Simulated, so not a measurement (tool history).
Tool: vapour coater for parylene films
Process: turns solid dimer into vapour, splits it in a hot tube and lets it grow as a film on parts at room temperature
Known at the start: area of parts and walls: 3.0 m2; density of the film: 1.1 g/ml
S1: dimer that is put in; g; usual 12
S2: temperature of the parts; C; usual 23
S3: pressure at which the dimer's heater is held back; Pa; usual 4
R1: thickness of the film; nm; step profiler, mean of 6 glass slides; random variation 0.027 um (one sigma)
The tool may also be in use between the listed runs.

{"run": 1, "day": 0.0, "S1": 12, "S2": 23, "S3": 4, "R1": 2270}
{"run": 2, "day": 2.525, "S1": 12, "S2": 23, "S3": 4, "R1": 2220}
{"run": 3, "day": 4.804, "S1": 12, "S2": 23, "S3": 4, "R1": 2180}
{"run": 4, "day": 7.95, "S1": 12, "S2": 23, "S3": 5.49, "R1": 2070}
{"run": 5, "day": 10.783, "S1": 12, "S2": 23, "S3": 5.49, "R1": 2010}
{"run": 6, "day": 14.183, "S1": 12, "S2": 23, "S3": 5.49, "R1": 1980}
{"run": 7, "day": 16.983, "S1": 12, "S2": 23, "S3": 5.49, "R1": 1940}
{"run": 8, "day": 19.038, "S1": 12, "S2": 23, "S3": 5.49, "R1": 1880}
{"run": 9, "day": 22.088, "S1": 12, "S2": 24, "S3": 4, "R1": 1930}
{"run": 10, "day": 23.988, "S1": 12, "S2": 24, "S3": 4, "R1": 1850}
{"day": 25.15, "done": "trap's valve overhauled"}
{"run": 11, "day": 26.983, "S1": 6, "S2": 24, "S3": 4, "R1": 1050}
{"run": 12, "day": 29.254, "S1": 19, "S2": 28, "S3": 8.12, "R1": 2710}
{"run": 13, "day": 31.025, "S1": 13, "S2": 27, "S3": 10.42, "R1": 1810}
{"run": 14, "day": 33.212, "S1": 6, "S2": 23, "S3": 3.44, "R1": 1070}
{"run": 15, "day": 36.158, "S1": 7, "S2": 33, "S3": 2.22, "R1": 970}
{"run": 16, "day": 38.208, "S1": 18, "S2": 28, "S3": 2.22, "R1": 2760}
{"run": 17, "day": 41.708, "S1": 18, "S2": 22, "S3": 11.26, "R1": 2840}
{"run": 18, "day": 44.517, "S1": 8, "S2": 30, "S3": 6.17, "R1": 1020}
{"run": 19, "day": 46.288, "S1": 8, "S2": 30, "S3": 6.17, "R1": 1020}
{"run": 20, "day": 49.742, "S1": 5, "S2": 19, "S3": 10.37, "R1": 860}

5 ways to go on from here, each from the tool as it stands after run 20. What would each give?
{"day": 52.275, "done": "trap's valve overhauled"}
{"run": "A", "day": 53.196, "S1": 12, "S2": 23, "S3": 5.19, "R1": "?"}
{"day": 52.275, "done": "trap's valve overhauled"}
{"run": "B", "day": 53.196, "S1": 12, "S2": 18, "S3": 9.68, "R1": "?"}
{"day": 52.275, "done": "trap's valve overhauled"}
{"run": "C", "day": 53.196, "S1": 12, "S2": 19, "S3": 2.18, "R1": "?"}
{"day": 52.275, "done": "trap's valve overhauled"}
{"run": "D", "day": 53.196, "S1": 8, "S2": 17, "S3": 9.98, "R1": "?"}
{"day": 52.275, "done": "trap's valve overhauled"}
{"run": "E", "day": 53.196, "S1": 5, "S2": 28, "S3": 7.22, "R1": "?"}

run=A R1=2150
run=B R1=2320
run=C R1=2660
run=D R1=1590
run=E R1=750
Without the tool's hidden state the same runs would have given:
run=A R1=2190
run=B R1=2360
run=C R1=2700
run=D R1=1610
run=E R1=760

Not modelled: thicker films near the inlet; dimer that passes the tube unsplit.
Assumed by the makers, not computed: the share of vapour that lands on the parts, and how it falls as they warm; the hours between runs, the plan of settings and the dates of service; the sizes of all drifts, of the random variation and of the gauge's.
